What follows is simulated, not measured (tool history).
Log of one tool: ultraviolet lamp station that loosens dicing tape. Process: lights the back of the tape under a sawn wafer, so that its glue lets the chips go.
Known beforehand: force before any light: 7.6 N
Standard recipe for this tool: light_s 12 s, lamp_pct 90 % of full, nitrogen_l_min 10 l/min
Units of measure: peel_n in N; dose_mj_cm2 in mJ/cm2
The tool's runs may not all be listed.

| run | hour | light_s | lamp_pct | nitrogen_l_min | peel_n | dose_mj_cm2 |
|---|---|---|---|---|---|---|
| 1 | 0 | 12 | 90 | 10 | 1.033 | 189 |
| 2 | 48.4 | 12 | 90 | 10 | 1.05 | 184 |
| 3 | 109.3 | 23 | 90 | 10 | 0.271 | 349 |
| 4 | 172.3 | 8 | 90 | 10 | 2.003 | 117 |
| 5 | 213.8 | 8 | 90 | 10 | 2.099 | 116 |
| 6 | 273.1 | 8 | 90 | 10 | 2.272 | 113 |
| 7 | 310.6 | 8 | 90 | 10 | 2.218 | 111 |
|  | 361.5 | window cleaned of glue's vapour |
| 8 | 373.7 | 8 | 90 | 10 | 2.13 | 117 |
| 9 | 457.3 | 8 | 97 | 10 | 1.966 | 124 |
| 10 | 504.6 | 12 | 90 | 10 | 1.224 | 166 |
| 11 | 588.4 | 12 | 90 | 10 | 1.332 | 163 |
| 12 | 661.9 | 12 | 90 | 10 | 1.352 | 158 |
| 13 | 723.5 | 12 | 90 | 10 | 1.371 | 158 |
| 14 | 782.3 | 19 | 90 | 10 | 0.626 | 243 |
| 15 | 841.5 | 19 | 90 | 10 | 0.649 | 239 |
| 16 | 892.1 | 12 | 80 | 10 | 1.877 | 129 |
|  | 955.4 | window cleaned of glue's vapour |
| 17 | 978.2 | 12 | 80 | 10 | 1.765 | 133 |
| 18 | 1048.8 | 12 | 80 | 10 | 1.799 | 130 |
| 19 | 1132 | 12 | 66 | 10 | 2.395 | 104 |
|  | 1146.7 | lamp changed |
| 20 | 1219.4 | 12 | 66 | 10 | 1.132 | 177 |
| 21 | 1291 | 12 | 66 | 10 | 1.218 | 173 |
| 22 | 1356.4 | 12 | 66 | 10 | 1.206 | 170 |
| 23 | 1414.8 | 10 | 90 | 14 | 0.891 | 187 |
| 24 | 1491.7 | 14 | 65 | 10 | 1.021 | 187 |
|  | 1549.6 | window cleaned of glue's vapour |
| 25 | 1563.6 | 23 | 73 | 10 | 0.275 | 358 |
| 26 | 1605.9 | 23 | 73 | 10 | 0.279 | 348 |
| 27 | 1687.1 | 13 | 61 | 4 | 1.992 | 160 |
| 28 | 1743.9 | 12 | 80 | 10 | 0.942 | 193 |
| 29 | 1819.8 | 12 | 80 | 11 | 0.962 | 185 |
| 30 | 1902.9 | 19 | 90 | 4 | 0.602 | 329 |
| 31 | 1979.7 | 19 | 90 | 4 | 0.605 | 320 |
| 32 | 2041.8 | 12 | 70 | 10 | 1.375 | 153 |
| 33 | 2124.5 | 24 | 75 | 10 | 0.341 | 320 |
|  | 2142.9 | window cleaned of glue's vapour |
| 34 | 2165.7 | 24 | 75 | 10 | 0.328 | 336 |
| 35 | 2216.7 | 24 | 75 | 10 | 0.322 | 332 |
| 36 | 2290.9 | 16 | 75 | 8 | 0.877 | 213 |
| 37 | 2344 | 16 | 67 | 8 | 1.121 | 188 |
| 38 | 2416.5 | 9 | 67 | 9 | 2.603 | 102 |
| 39 | 2473.5 | 9 | 67 | 9 | 2.452 | 104 |
| 40 | 2527.6 | 12 | 88 | 12 | 1.11 | 176 |
| 41 | 2564.3 | 12 | 88 | 12 | 1.099 | 173 |
| 42 | 2647.6 | 12 | 88 | 12 | 1.158 | 168 |

Table of differences, measured result less the result of that run with no hidden state. Run-to-run variation is the same in both. Gauge scatter possibly is not:
Hidden state present: lamp's light, % of a new lamp's; light that the window lets through, % of a clean one's; drift of the gauge itself on peel_n, %; drift of the gauge itself on dose_mj_cm2, %.
| run | peel_n | dose_mj_cm2 |
|---|---|---|
| 1 | +0.446 | -62 |
| 2 | +0.47 | -65 |
| 3 | +0.103 | -130 |
| 4 | +0.782 | -48 |
| 5 | +0.848 | -50 |
| 6 | +0.95 | -52 |
| 7 | +0.948 | -54 |
| 8 | +0.845 | -49 |
| 9 | +0.863 | -56 |
| 10 | +0.65 | -81 |
| 11 | +0.741 | -87 |
| 12 | +0.774 | -91 |
| 13 | +0.81 | -95 |
| 14 | +0.395 | -156 |
| 15 | +0.424 | -160 |
| 16 | +1.128 | -93 |
| 17 | +1.022 | -88 |
| 18 | +1.072 | -91 |
| 19 | +1.335 | -79 |
| 20 | +0.089 | -8 |
| 21 | +0.14 | -13 |
| 22 | +0.174 | -16 |
| 23 | +0.169 | -21 |
| 24 | +0.222 | -26 |
| 25 | +0.039 | -32 |
| 26 | +0.046 | -37 |
| 27 | +0.31 | -21 |
| 28 | +0.228 | -29 |
| 29 | +0.268 | -34 |
| 30 | +0.201 | -69 |
| 31 | +0.224 | -76 |
| 32 | +0.461 | -40 |
| 33 | +0.127 | -97 |
| 34 | +0.102 | -83 |
| 35 | +0.108 | -88 |
| 36 | +0.365 | -64 |
| 37 | +0.469 | -60 |
| 38 | +0.813 | -37 |
| 39 | +0.803 | -38 |
| 40 | +0.544 | -71 |
| 41 | +0.555 | -72 |
| 42 | +0.608 | -78 |
